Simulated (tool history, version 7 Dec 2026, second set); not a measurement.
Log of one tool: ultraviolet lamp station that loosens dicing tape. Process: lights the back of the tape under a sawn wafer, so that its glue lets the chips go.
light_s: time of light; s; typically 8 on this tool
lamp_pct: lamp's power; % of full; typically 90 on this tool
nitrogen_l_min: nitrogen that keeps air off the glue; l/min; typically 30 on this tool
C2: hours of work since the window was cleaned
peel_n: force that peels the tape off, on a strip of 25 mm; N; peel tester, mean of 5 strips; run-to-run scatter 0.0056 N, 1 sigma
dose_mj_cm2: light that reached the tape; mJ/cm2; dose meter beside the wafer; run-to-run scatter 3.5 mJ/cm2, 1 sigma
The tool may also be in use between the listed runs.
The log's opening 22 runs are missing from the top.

run 23 day=22.200 | light_s=8 lamp_pct=90 nitrogen_l_min=25 | hours_of_work_of_the_lamp=819 C2=159 | peel_n=0.125 dose_mj_cm2=571
run 24 day=23.321 | light_s=8 lamp_pct=90 nitrogen_l_min=25 | hours_of_work_of_the_lamp=830 C2=171 | peel_n=0.131 dose_mj_cm2=574
run 25 day=24.342 | light_s=9 lamp_pct=70 nitrogen_l_min=33 | hours_of_work_of_the_lamp=841 C2=182 | peel_n=0.148 dose_mj_cm2=503
run 26 day=25.367 | light_s=4 lamp_pct=69 nitrogen_l_min=36 | hours_of_work_of_the_lamp=851 C2=192 | peel_n=0.992 dose_mj_cm2=215
run 27 day=26.162 | light_s=7 lamp_pct=90 nitrogen_l_min=30 | hours_of_work_of_the_lamp=860 C2=201 | peel_n=0.164 dose_mj_cm2=497
run 28 day=27.288 | light_s=7 lamp_pct=86 nitrogen_l_min=43 | hours_of_work_of_the_lamp=871 C2=212 | peel_n=0.151 dose_mj_cm2=475
run 29 day=28.271 | light_s=5 lamp_pct=98 nitrogen_l_min=41 | hours_of_work_of_the_lamp=882 C2=223 | peel_n=0.256 dose_mj_cm2=382
run 30 day=29.096 | light_s=7 lamp_pct=99 nitrogen_l_min=37 | hours_of_work_of_the_lamp=890 C2=231 | peel_n=0.126 dose_mj_cm2=549
run 31 day=30.308 | light_s=7 lamp_pct=99 nitrogen_l_min=37 | hours_of_work_of_the_lamp=903 C2=244 | peel_n=0.132 dose_mj_cm2=549
run 32 day=30.967 | light_s=7 lamp_pct=68 nitrogen_l_min=37 | hours_of_work_of_the_lamp=910 C2=251 | peel_n=0.289 dose_mj_cm2=372
run 33 day=32.088 | light_s=7 lamp_pct=94 nitrogen_l_min=31 | hours_of_work_of_the_lamp=921 C2=262 | peel_n=0.141 dose_mj_cm2=519
run 34 day=32.692 | light_s=6 lamp_pct=82 nitrogen_l_min=40 | hours_of_work_of_the_lamp=928 C2=268 | peel_n=0.253 dose_mj_cm2=390
run 35 day=33.304 | light_s=6 lamp_pct=82 nitrogen_l_min=40 | hours_of_work_of_the_lamp=934 C2=275 | peel_n=0.261 dose_mj_cm2=394
-- day=33.983 window cleaned of glue's vapour
run 36 day=34.721 | light_s=10 lamp_pct=66 nitrogen_l_min=30 | hours_of_work_of_the_lamp=948 C2=8 | peel_n=0.151 dose_mj_cm2=527
run 37 day=35.921 | light_s=8 lamp_pct=67 nitrogen_l_min=30 | hours_of_work_of_the_lamp=961 C2=20 | peel_n=0.241 dose_mj_cm2=424
run 38 day=37.154 | light_s=8 lamp_pct=67 nitrogen_l_min=30 | hours_of_work_of_the_lamp=974 C2=33 | peel_n=0.245 dose_mj_cm2=427
run 39 day=38.417 | light_s=5 lamp_pct=87 nitrogen_l_min=30 | hours_of_work_of_the_lamp=987 C2=46 | peel_n=0.409 dose_mj_cm2=347
run 40 day=39.179 | light_s=9 lamp_pct=82 nitrogen_l_min=27 | hours_of_work_of_the_lamp=995 C2=54 | peel_n=0.117 dose_mj_cm2=582
run 41 day=39.846 | light_s=12 lamp_pct=67 nitrogen_l_min=30 | hours_of_work_of_the_lamp=1002 C2=61 | peel_n=0.100 dose_mj_cm2=637
run 42 day=41.238 | light_s=12 lamp_pct=67 nitrogen_l_min=30 | hours_of_work_of_the_lamp=1016 C2=75 | peel_n=0.107 dose_mj_cm2=634
run 43 day=42.088 | light_s=10 lamp_pct=67 nitrogen_l_min=9 | hours_of_work_of_the_lamp=1025 C2=84 | peel_n=0.280 dose_mj_cm2=534

Each row is a separate what-if for the run after 43, all from the same tool condition, not one after another. Results?
run A day=42.875 | light_s=6 lamp_pct=88 nitrogen_l_min=13 | hours_of_work_of_the_lamp=1033 C2=92 | peel_n=? dose_mj_cm2=?
run B day=42.875 | light_s=9 lamp_pct=67 nitrogen_l_min=58 | hours_of_work_of_the_lamp=1033 C2=92 | peel_n=? dose_mj_cm2=?
run C day=42.875 | light_s=5 lamp_pct=75 nitrogen_l_min=30 | hours_of_work_of_the_lamp=1033 C2=92 | peel_n=? dose_mj_cm2=?
run D day=42.875 | light_s=9 lamp_pct=63 nitrogen_l_min=25 | hours_of_work_of_the_lamp=1033 C2=92 | peel_n=? dose_mj_cm2=?

run=A peel_n=0.405 dose_mj_cm2=416
run=B peel_n=0.141 dose_mj_cm2=478
run=C peel_n=0.545 dose_mj_cm2=291
run=D peel_n=0.237 dose_mj_cm2=451
Stripped of hidden state, with their random variation kept, the same runs would have yielded:
run=A peel_n=0.403 dose_mj_cm2=416
run=B peel_n=0.141 dose_mj_cm2=479
run=C peel_n=0.543 dose_mj_cm2=291
run=D peel_n=0.237 dose_mj_cm2=452

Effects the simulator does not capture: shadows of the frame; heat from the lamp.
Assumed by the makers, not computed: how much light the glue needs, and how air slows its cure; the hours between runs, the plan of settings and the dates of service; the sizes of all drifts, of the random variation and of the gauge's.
